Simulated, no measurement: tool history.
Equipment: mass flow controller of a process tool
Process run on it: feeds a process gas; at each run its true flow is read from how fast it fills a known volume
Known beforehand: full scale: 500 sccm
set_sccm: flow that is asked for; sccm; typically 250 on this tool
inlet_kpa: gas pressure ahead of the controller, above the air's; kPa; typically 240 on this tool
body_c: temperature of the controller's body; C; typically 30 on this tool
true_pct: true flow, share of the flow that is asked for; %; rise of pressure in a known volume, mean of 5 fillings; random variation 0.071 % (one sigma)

run,day,set_sccm,inlet_kpa,body_c,true_pct
1,0.000,250,240,30,99.42
2,4.133,250,240,30,99.39
3,8.754,250,240,31,99.37
4,13.146,250,240,31,99.43
5,16.075,250,240,31,99.39
6,23.296,250,240,31,99.35

Predict the results of run 7:
7,26.829,250,240,31,?

Run 7 yielded true_pct 99.35 %.
With the hidden condition absent and the run-to-run variation left alone, this run would have shown true_pct 99.84 %.
